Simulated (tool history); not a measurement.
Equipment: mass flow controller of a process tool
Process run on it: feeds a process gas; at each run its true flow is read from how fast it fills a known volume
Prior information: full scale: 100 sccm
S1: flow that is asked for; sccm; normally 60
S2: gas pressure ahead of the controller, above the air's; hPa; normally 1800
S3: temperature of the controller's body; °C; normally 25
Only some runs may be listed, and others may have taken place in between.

run 1 hour=0 | S1=60 S2=1800 S3=25 | true_flow_(%)=96.28
run 2 hour=180.3 | S1=60 S2=1800 S3=25 | true_flow_(%)=96.16
run 3 hour=427.8 | S1=60 S2=1800 S3=25 | true_flow_(%)=96.12
run 4 hour=615.6 | S1=60 S2=1800 S3=25 | true_flow_(%)=96.03
run 5 hour=882.3 | S1=60 S2=1800 S3=25 | true_flow_(%)=95.86
run 6 hour=1027.1 | S1=59 S2=1800 S3=25 | true_flow_(%)=95.82
run 7 hour=1323.3 | S1=43 S2=1800 S3=25 | true_flow_(%)=94.8
run 8 hour=1515.7 | S1=43 S2=1800 S3=25 | true_flow_(%)=94.67
run 9 hour=1831 | S1=43 S2=1800 S3=25 | true_flow_(%)=94.41
run 10 hour=2033.7 | S1=45 S2=1800 S3=25 | true_flow_(%)=94.44
run 11 hour=2290.2 | S1=45 S2=1800 S3=25 | true_flow_(%)=94.39
run 12 hour=2523.8 | S1=45 S2=1800 S3=25 | true_flow_(%)=94.04
run 13 hour=2768.6 | S1=45 S2=1800 S3=25 | true_flow_(%)=94.1
run 14 hour=2952.6 | S1=45 S2=1800 S3=25 | true_flow_(%)=93.86
run 15 hour=3095.4 | S1=45 S2=1800 S3=25 | true_flow_(%)=93.87
run 16 hour=3424.8 | S1=60 S2=1800 S3=24 | true_flow_(%)=94.53
run 17 hour=3612 | S1=60 S2=1800 S3=25 | true_flow_(%)=94.39
run 18 hour=3913.5 | S1=60 S2=1800 S3=25 | true_flow_(%)=94.26
run 19 hour=4115.7 | S1=60 S2=1800 S3=25 | true_flow_(%)=94.12
run 20 hour=4296.3 | S1=60 S2=1800 S3=25 | true_flow_(%)=94.06
run 21 hour=4479.8 | S1=64 S2=1800 S3=25 | true_flow_(%)=94.08
run 22 hour=4701.4 | S1=60 S2=1800 S3=25 | true_flow_(%)=93.82
-- hour=4721.9 controller's zero set anew
run 23 hour=5022.9 | S1=60 S2=1800 S3=25 | true_flow_(%)=96.01
run 24 hour=5371.6 | S1=60 S2=1940 S3=25 | true_flow_(%)=95.98
run 25 hour=5670.8 | S1=60 S2=1940 S3=25 | true_flow_(%)=95.69
run 26 hour=5847.5 | S1=60 S2=1940 S3=25 | true_flow_(%)=95.63
run 27 hour=6011.1 | S1=69 S2=1800 S3=23 | true_flow_(%)=95.68
run 28 hour=6303.8 | S1=60 S2=1550 S3=25 | true_flow_(%)=95.03
run 29 hour=6531.4 | S1=60 S2=1550 S3=25 | true_flow_(%)=94.92
run 30 hour=6814.3 | S1=92 S2=1550 S3=27 | true_flow_(%)=95.57
run 31 hour=7158.9 | S1=67 S2=2310 S3=25 | true_flow_(%)=95.28
run 32 hour=7393.1 | S1=60 S2=1440 S3=25 | true_flow_(%)=94.43
run 33 hour=7553.3 | S1=65 S2=2050 S3=28 | true_flow_(%)=94.68
run 34 hour=7711 | S1=60 S2=1540 S3=30 | true_flow_(%)=94.12
-- hour=7949.2 controller exchanged for a calibrated one
run 35 hour=8033.7 | S1=60 S2=1660 S3=27 | true_flow_(%)=99.08
run 36 hour=8281.9 | S1=60 S2=1660 S3=27 | true_flow_(%)=98.7
run 37 hour=8479 | S1=16 S2=1800 S3=38 | true_flow_(%)=96.97
run 38 hour=8722.5 | S1=16 S2=1800 S3=38 | true_flow_(%)=96.71
run 39 hour=8960.7 | S1=17 S2=2190 S3=38 | true_flow_(%)=96.66
run 40 hour=9250.2 | S1=17 S2=2190 S3=38 | true_flow_(%)=96.28
run 41 hour=9554.8 | S1=41 S2=1800 S3=25 | true_flow_(%)=97.77
run 42 hour=9882.7 | S1=42 S2=1800 S3=25 | true_flow_(%)=97.47
run 43 hour=10047.3 | S1=42 S2=2650 S3=21 | true_flow_(%)=98.12
run 44 hour=10280.7 | S1=30 S2=1800 S3=26 | true_flow_(%)=96.61
run 45 hour=10521.8 | S1=16 S2=1800 S3=25 | true_flow_(%)=95.19
run 46 hour=10818.8 | S1=33 S2=1850 S3=34 | true_flow_(%)=96.22
run 47 hour=10962 | S1=33 S2=2210 S3=34 | true_flow_(%)=96.25
run 48 hour=11122 | S1=31 S2=2360 S3=23 | true_flow_(%)=96.49
run 49 hour=11387.5 | S1=27 S2=1840 S3=29 | true_flow_(%)=95.55

A few steps of true flow (%) between consecutive runs. Split each: what settings, incoming material and random variation would produce without the hidden state, and what is left over for the hidden state, along with gauge scatter present in only one of the two compared results (measured, and without hidden state):
Unlogged tool condition in this case: flow at rest that the sensor doesn't see, % of full scale; true flow over the shown one, %; drift of the gauge itself on true_pct, %.
Run 22 -> 23: controller's zero set anew. true flow (%) +2.19: hidden state +2.06, all else +0.13.
Run 34 -> 35: S2 1540 -> 1660, S3 30 -> 27, controller exchanged for a calibrated one. true flow (%) +4.96: hidden state +4.57, all else +0.39.
Run 36 -> 37: S1 60 -> 16, S2 1660 -> 1800, S3 27 -> 38. true flow (%) -1.73: hidden state -0.57, all else -1.16.
Run 44 -> 45: S1 30 -> 16, S3 26 -> 25. true flow (%) -1.42: hidden state -1.32, all else -0.1.

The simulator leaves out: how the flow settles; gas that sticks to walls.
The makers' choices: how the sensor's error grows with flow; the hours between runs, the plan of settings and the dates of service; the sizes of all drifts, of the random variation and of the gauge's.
